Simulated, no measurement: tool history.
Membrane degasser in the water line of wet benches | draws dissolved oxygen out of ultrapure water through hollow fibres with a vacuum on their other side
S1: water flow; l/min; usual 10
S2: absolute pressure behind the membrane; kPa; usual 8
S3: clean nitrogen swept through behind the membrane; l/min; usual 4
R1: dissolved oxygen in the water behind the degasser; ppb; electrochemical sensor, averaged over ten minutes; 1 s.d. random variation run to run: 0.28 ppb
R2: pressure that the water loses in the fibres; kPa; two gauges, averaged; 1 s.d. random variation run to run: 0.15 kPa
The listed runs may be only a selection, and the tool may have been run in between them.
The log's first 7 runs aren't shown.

run,hour,S1,S2,S3,R1,R2
8,353.6,10,8,2.28,59.4,41.52
9,389.2,10,8,5.72,25.8,41.34
10,419.8,10,8,5.72,26.4,41.06
11,450.2,10,8,4,35.5,41.27
12,496.1,10,8,4,35.9,41.3
13,531.5,10,8,4,36.1,41.29
14,590.6,10,8,4,36.5,41.44
15,642.5,10,8,4,36.3,41.15
16,707.3,10,8,4,36.1,41.29
17,763.8,10,8,3.64,39.1,41.25
18,799.6,9,6.08,2.01,37.3,37.02
19,837.6,9,6.08,2.01,36.9,37.25
20,876.1,9,6.08,2.01,37.4,37.26
21,944,10,5.66,4.48,18.8,41.33
# hour 950.4: vacuum gauge calibrated
22,1004.6,10,5.66,5.62,16.5,41.34
23,1051.4,11,19,2.53,182.2,45.6
24,1118.2,11,19,2.53,183,45.59
# hour 1156.9: seals of the vacuum lines changed
25,1189.5,11,19,2.53,171.5,45.5
26,1230.6,11,19,3.66,122.8,45.36
27,1275.8,10,12.88,11,26.2,41.25
28,1327.9,11,12.88,4.52,63.6,45.68
# hour 1356.6: vacuum gauge calibrated, once more
29,1385.7,13,8,11.06,24.9,53.87
30,1448.8,13,10.21,3.2,80.7,53.8
31,1488.3,10,15.15,3.2,96,41.53
32,1522,10,8,1.94,64.6,41.19

4 ways to go on from here, each from the tool as it stands after run 32. What would each give?
A,1564.4,10,5.77,1.94,?,?
B,1564.4,8,15.29,2.97,?,?
C,1564.4,7,8,4,?,?
D,1564.4,10,8,1.75,?,?

run,R1,R2
A,36.8,41.45
B,81.9,33.01
C,22.4,29
D,70.1,41.76
Had the tool no hidden state, the same runs would have come out as:
run,R1,R2
A,35.9,41.01
B,81.4,32.66
C,22.1,28.68
D,69.1,41.32
